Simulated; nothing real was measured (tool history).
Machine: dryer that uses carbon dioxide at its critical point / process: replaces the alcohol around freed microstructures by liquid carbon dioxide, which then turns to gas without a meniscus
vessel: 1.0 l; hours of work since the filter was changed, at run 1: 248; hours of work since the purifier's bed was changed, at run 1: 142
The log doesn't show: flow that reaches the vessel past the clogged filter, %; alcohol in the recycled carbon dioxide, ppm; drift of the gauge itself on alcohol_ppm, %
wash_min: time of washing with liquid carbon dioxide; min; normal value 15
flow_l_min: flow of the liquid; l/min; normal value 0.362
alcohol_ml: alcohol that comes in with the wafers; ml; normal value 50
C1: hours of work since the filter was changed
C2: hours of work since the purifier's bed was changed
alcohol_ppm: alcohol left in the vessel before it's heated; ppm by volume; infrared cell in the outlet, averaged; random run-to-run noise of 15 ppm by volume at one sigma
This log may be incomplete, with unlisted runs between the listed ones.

run 1 hour=0.0 | wash_min=15 flow_l_min=0.362 alcohol_ml=50 | C1=248 C2=142 | alcohol_ppm=1280
run 2 hour=10.0 | wash_min=15 flow_l_min=0.362 alcohol_ml=50 | C1=252 C2=147 | alcohol_ppm=1338
run 3 hour=30.1 | wash_min=15 flow_l_min=0.514 alcohol_ml=50 | C1=262 C2=156 | alcohol_ppm=282
run 4 hour=51.6 | wash_min=15 flow_l_min=0.362 alcohol_ml=50 | C1=272 C2=166 | alcohol_ppm=1345
run 5 hour=65.6 | wash_min=15 flow_l_min=0.362 alcohol_ml=50 | C1=278 C2=173 | alcohol_ppm=1327
run 6 hour=83.3 | wash_min=15 flow_l_min=0.362 alcohol_ml=50 | C1=287 C2=181 | alcohol_ppm=1403
run 7 hour=106.2 | wash_min=15 flow_l_min=0.362 alcohol_ml=21 | C1=297 C2=192 | alcohol_ppm=615
run 8 hour=126.5 | wash_min=15 flow_l_min=0.362 alcohol_ml=21 | C1=307 C2=201 | alcohol_ppm=615
run 9 hour=149.8 | wash_min=15 flow_l_min=0.362 alcohol_ml=21 | C1=318 C2=212 | alcohol_ppm=612
run 10 hour=163.1 | wash_min=15 flow_l_min=0.362 alcohol_ml=50 | C1=324 C2=219 | alcohol_ppm=1399
run 11 hour=181.7 | wash_min=15 flow_l_min=0.362 alcohol_ml=50 | C1=333 C2=227 | alcohol_ppm=1407
run 12 hour=196.4 | wash_min=15 flow_l_min=0.362 alcohol_ml=58 | C1=340 C2=234 | alcohol_ppm=1624
run 13 hour=209.9 | wash_min=15 flow_l_min=0.362 alcohol_ml=58 | C1=346 C2=240 | alcohol_ppm=1720
run 14 hour=232.8 | wash_min=15 flow_l_min=0.362 alcohol_ml=58 | C1=357 C2=251 | alcohol_ppm=1698
run 15 hour=251.9 | wash_min=15 flow_l_min=0.362 alcohol_ml=50 | C1=366 C2=260 | alcohol_ppm=1496
run 16 hour=267.3 | wash_min=15 flow_l_min=0.614 alcohol_ml=50 | C1=373 C2=267 | alcohol_ppm=158
run 17 hour=285.1 | wash_min=13 flow_l_min=0.362 alcohol_ml=50 | C1=381 C2=276 | alcohol_ppm=2413
run 18 hour=303.6 | wash_min=13 flow_l_min=0.357 alcohol_ml=50 | C1=390 C2=284 | alcohol_ppm=2493
run 19 hour=321.1 | wash_min=13 flow_l_min=0.357 alcohol_ml=50 | C1=398 C2=293 | alcohol_ppm=2505
run 20 hour=339.1 | wash_min=12 flow_l_min=0.357 alcohol_ml=50 | C1=407 C2=301 | alcohol_ppm=3292
run 21 hour=359.0 | wash_min=12 flow_l_min=0.357 alcohol_ml=50 | C1=416 C2=310 | alcohol_ppm=3228
run 22 hour=376.7 | wash_min=11 flow_l_min=0.476 alcohol_ml=66 | C1=424 C2=319 | alcohol_ppm=2199
run 23 hour=393.4 | wash_min=15 flow_l_min=0.230 alcohol_ml=66 | C1=432 C2=326 | alcohol_ppm=7894
run 24 hour=404.9 | wash_min=15 flow_l_min=0.277 alcohol_ml=30 | C1=437 C2=332 | alcohol_ppm=2269
run 25 hour=422.9 | wash_min=15 flow_l_min=0.277 alcohol_ml=30 | C1=446 C2=340 | alcohol_ppm=2306
run 26 hour=434.6 | wash_min=12 flow_l_min=0.496 alcohol_ml=50 | C1=451 C2=346 | alcohol_ppm=1098
run 27 hour=458.1 | wash_min=10 flow_l_min=0.496 alcohol_ml=50 | C1=462 C2=357 | alcohol_ppm=2123
run 28 hour=472.5 | wash_min=10 flow_l_min=0.496 alcohol_ml=50 | C1=469 C2=363 | alcohol_ppm=2100
run 29 hour=493.8 | wash_min=10 flow_l_min=0.496 alcohol_ml=50 | C1=479 C2=373 | alcohol_ppm=2156
run 30 hour=503.9 | wash_min=10 flow_l_min=0.496 alcohol_ml=50 | C1=484 C2=378 | alcohol_ppm=2158
-- hour=511.8 inlet filter changed
run 31 hour=524.9 | wash_min=10 flow_l_min=0.496 alcohol_ml=50 | C1=6 C2=388 | alcohol_ppm=1404
run 32 hour=537.3 | wash_min=16 flow_l_min=0.362 alcohol_ml=102 | C1=12 C2=393 | alcohol_ppm=1691
run 33 hour=550.3 | wash_min=16 flow_l_min=0.362 alcohol_ml=102 | C1=18 C2=399 | alcohol_ppm=1708
run 34 hour=563.8 | wash_min=13 flow_l_min=0.439 alcohol_ml=64 | C1=24 C2=406 | alcohol_ppm=1131

Alternative continuations, all from the tool just after run 34; predict every row:
run A hour=575.1 | wash_min=15 flow_l_min=0.254 alcohol_ml=100 | C1=30 C2=411 | alcohol_ppm=?
run B hour=575.1 | wash_min=19 flow_l_min=0.309 alcohol_ml=50 | C1=30 C2=411 | alcohol_ppm=?
run C hour=575.1 | wash_min=11 flow_l_min=0.303 alcohol_ml=72 | C1=30 C2=411 | alcohol_ppm=?

run=A alcohol_ppm=7076
run=B alcohol_ppm=870
run=C alcohol_ppm=7177
Without the tool's unlogged condition, the same runs would have read:
run=A alcohol_ppm=6622
run=B alcohol_ppm=716
run=C alcohol_ppm=6756
